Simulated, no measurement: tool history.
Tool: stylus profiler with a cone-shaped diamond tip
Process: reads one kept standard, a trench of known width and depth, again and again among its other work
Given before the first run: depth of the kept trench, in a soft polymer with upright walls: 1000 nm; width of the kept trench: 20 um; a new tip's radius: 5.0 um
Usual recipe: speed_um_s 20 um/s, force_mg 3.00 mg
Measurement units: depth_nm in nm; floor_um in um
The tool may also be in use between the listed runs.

Run 1, hour 0.0: usual settings. Result: depth_nm 1006.31 nm, floor_um 13.89 um.
Run 2, hour 16.1: usual settings. Result: depth_nm 1006.25 nm, floor_um 13.89 um.
Run 3, hour 33.1: usual settings but speed_um_s 9 um/s. Result: depth_nm 1006.95 nm, floor_um 14.01 um.
Run 4, hour 67.0: usual settings but speed_um_s 9 um/s. Result: depth_nm 1006.68 nm, floor_um 13.94 um.
Run 5, hour 91.8: usual settings but speed_um_s 9 um/s. Result: depth_nm 1006.86 nm, floor_um 13.96 um.
Run 6, hour 114.5: usual settings but speed_um_s 5 um/s. Result: depth_nm 1006.83 nm, floor_um 13.98 um.
Run 7, hour 138.3: usual settings. Result: depth_nm 1007.10 nm, floor_um 13.93 um.
Run 8, hour 161.5: usual settings. Result: depth_nm 1006.76 nm, floor_um 13.95 um.
Run 9, hour 191.9: usual settings. Result: depth_nm 1006.71 nm, floor_um 13.90 um.
Run 10, hour 215.1: usual settings. Result: depth_nm 1006.66 nm, floor_um 13.91 um.
Run 11, hour 248.8: usual settings. Result: depth_nm 1006.50 nm, floor_um 13.92 um.
Run 12, hour 270.6: usual settings. Result: depth_nm 1006.72 nm, floor_um 13.91 um.
Run 13, hour 299.5: usual settings. Result: depth_nm 1006.63 nm, floor_um 13.85 um.
Run 14, hour 316.8: usual settings but force_mg 1.19 mg. Result: depth_nm 1003.51 nm, floor_um 13.79 um.
Run 15, hour 349.6: usual settings. Result: depth_nm 1006.61 nm, floor_um 13.83 um.
Run 16, hour 365.7: usual settings. Result: depth_nm 1006.74 nm, floor_um 13.94 um.
Run 17, hour 398.0: usual settings. Result: depth_nm 1006.74 nm, floor_um 13.93 um.
Run 18, hour 415.0: usual settings. Result: depth_nm 1006.60 nm, floor_um 13.87 um.
Run 19, hour 447.0: usual settings. Result: depth_nm 1006.55 nm, floor_um 13.93 um.
Run 20, hour 481.8: usual settings. Result: depth_nm 1006.62 nm, floor_um 13.89 um.
Run 21, hour 521.1: usual settings. Result: depth_nm 1006.42 nm, floor_um 13.91 um.
Run 22, hour 541.2: usual settings. Result: depth_nm 1006.66 nm, floor_um 13.97 um.
Run 23, hour 572.5: usual settings but speed_um_s 38 um/s. Result: depth_nm 1006.69 nm, floor_um 13.77 um.
Run 24, hour 590.3: usual settings but speed_um_s 38 um/s. Result: depth_nm 1006.62 nm, floor_um 13.78 um.
Run 25, hour 627.4: usual settings but speed_um_s 21 um/s, force_mg 5.88 mg. Result: depth_nm 1010.92 nm, floor_um 13.89 um.
Run 26, hour 654.6: usual settings but speed_um_s 10 um/s, force_mg 5.28 mg. Result: depth_nm 1009.45 nm, floor_um 13.96 um.
Run 27, hour 684.0: usual settings but speed_um_s 11 um/s, force_mg 7.82 mg. Result: depth_nm 1012.39 nm, floor_um 13.90 um.
Run 28, hour 700.0: usual settings but speed_um_s 65 um/s, force_mg 6.76 mg. Result: depth_nm 1011.41 nm, floor_um 13.81 um.
Run 29, hour 721.1: usual settings but speed_um_s 65 um/s, force_mg 6.76 mg. Result: depth_nm 1011.92 nm, floor_um 13.74 um.
Run 30, hour 757.4: usual settings but speed_um_s 10 um/s, force_mg 6.31 mg. Result: depth_nm 1011.50 nm, floor_um 13.96 um.
Run 31, hour 777.2: usual settings but speed_um_s 10 um/s, force_mg 3.61 mg. Result: depth_nm 1007.67 nm, floor_um 13.99 um.
Run 32, hour 800.9: usual settings but speed_um_s 80 um/s, force_mg 2.17 mg. Result: depth_nm 1005.01 nm, floor_um 13.46 um.
Run 33, hour 837.9: usual settings but speed_um_s 80 um/s, force_mg 8.19 mg. Result: depth_nm 1012.88 nm, floor_um 13.74 um.
Run 34, hour 873.3: usual settings but speed_um_s 11 um/s, force_mg 2.64 mg. Result: depth_nm 1006.09 nm, floor_um 13.97 um.
Run 35, hour 898.8: usual settings but speed_um_s 21 um/s, force_mg 3.06 mg. Result: depth_nm 1006.44 nm, floor_um 13.88 um.
Run 36, hour 921.1: usual settings but speed_um_s 44 um/s. Result: depth_nm 1006.59 nm, floor_um 13.74 um.
Run 37, hour 941.0: usual settings but speed_um_s 8 um/s, force_mg 3.36 mg. Result: depth_nm 1007.24 nm, floor_um 13.96 um.
Run 38, hour 974.1: usual settings but speed_um_s 33 um/s. Result: depth_nm 1006.87 nm, floor_um 13.78 um.
Run 39, hour 1009.3: usual settings but speed_um_s 24 um/s, force_mg 1.43 mg. Result: depth_nm 1003.95 nm, floor_um 13.80 um.
Run 40, hour 1046.8: usual settings but force_mg 4.92 mg. Result: depth_nm 1009.39 nm, floor_um 13.92 um.
Run 41, hour 1084.1: usual settings but speed_um_s 40 um/s. Result: depth_nm 1006.62 nm, floor_um 13.79 um.
Run 42, hour 1111.5: usual settings but speed_um_s 63 um/s, force_mg 2.06 mg. Result: depth_nm 1005.07 nm, floor_um 13.59 um.
Run 43, hour 1147.2: usual settings but speed_um_s 16 um/s, force_mg 5.50 mg. Result: depth_nm 1009.78 nm, floor_um 13.93 um.
Run 44, hour 1165.8: usual settings but speed_um_s 46 um/s, force_mg 1.75 mg. Result: depth_nm 1004.79 nm, floor_um 13.63 um.
Run 45, hour 1195.2: usual settings but speed_um_s 10 um/s, force_mg 1.75 mg. Result: depth_nm 1004.64 nm, floor_um 13.91 um.
Run 46, hour 1221.0: usual settings but speed_um_s 6 um/s, force_mg 4.18 mg. Result: depth_nm 1008.34 nm, floor_um 13.96 um.

Branching from run 46: 3 alternative next runs. What would each branch give?
Run A, hour 1245.8: usual settings but speed_um_s 9 um/s, force_mg 7.12 mg. Result: depth_nm ?, floor_um ?.
Run B, hour 1245.8: usual settings but force_mg 3.28 mg. Result: depth_nm ?, floor_um ?.
Run C, hour 1245.8: usual settings but speed_um_s 11 um/s, force_mg 1.07 mg. Result: depth_nm ?, floor_um ?.

run  depth_nm  floor_um
  A   1011.93     13.97
  B   1006.97     13.89
  C   1003.31     13.92
What these runs would have given with no unlogged condition in the tool:
run  depth_nm  floor_um
  A   1011.94     13.98
  B   1006.98     13.90
  C   1003.32     13.93
